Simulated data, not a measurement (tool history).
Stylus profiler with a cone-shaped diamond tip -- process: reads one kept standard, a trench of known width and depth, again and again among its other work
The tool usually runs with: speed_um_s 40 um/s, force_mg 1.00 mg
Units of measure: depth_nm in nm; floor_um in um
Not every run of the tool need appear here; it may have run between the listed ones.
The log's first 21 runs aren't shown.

run,hour,speed_um_s,force_mg,depth_nm,floor_um
22,344.1,40,1.00,504.01,14.82
23,366.3,40,1.00,503.73,14.74
24,382.5,40,1.27,504.80,14.79
25,400.7,141,0.37,502.54,13.56
26,414.2,141,0.37,502.48,13.57
27,433.4,141,0.37,502.10,13.48
# hour 435.7: height scale calibrated on a step standard, once more
28,454.4,141,0.37,501.89,13.45
29,468.7,11,0.44,502.12,14.66
30,487.9,58,0.48,502.13,14.20
31,497.8,58,0.48,502.21,14.18
32,510.4,58,0.48,502.32,14.15
33,531.1,11,0.94,503.29,14.54
34,551.0,19,0.52,502.27,14.38
35,565.9,11,1.00,503.58,14.45
36,576.6,11,1.00,503.79,14.37
37,591.2,11,1.00,503.67,14.37
38,613.0,114,0.53,502.39,13.44
39,623.2,13,0.39,502.10,14.25
40,633.0,71,0.44,502.60,13.67
41,645.2,71,0.44,502.48,13.69
42,658.3,20,0.80,503.26,14.16
43,677.4,49,1.34,504.72,13.98
44,694.1,52,0.34,502.07,13.66
45,703.4,52,0.34,502.01,13.64
46,721.3,52,0.34,502.01,13.62

3 ways to go on from here, each from the tool as it stands after run 46. What would each give?
A,732.1,36,0.50,?,?
B,732.1,34,0.75,?,?
C,732.1,56,0.44,?,?

run,depth_nm,floor_um
A,502.70,13.77
B,503.29,13.88
C,502.11,13.57
With the hidden condition removed and each run's random variation left untouched, the same runs would have given:
run,depth_nm,floor_um
A,502.26,15.31
B,502.86,15.42
C,501.67,15.12
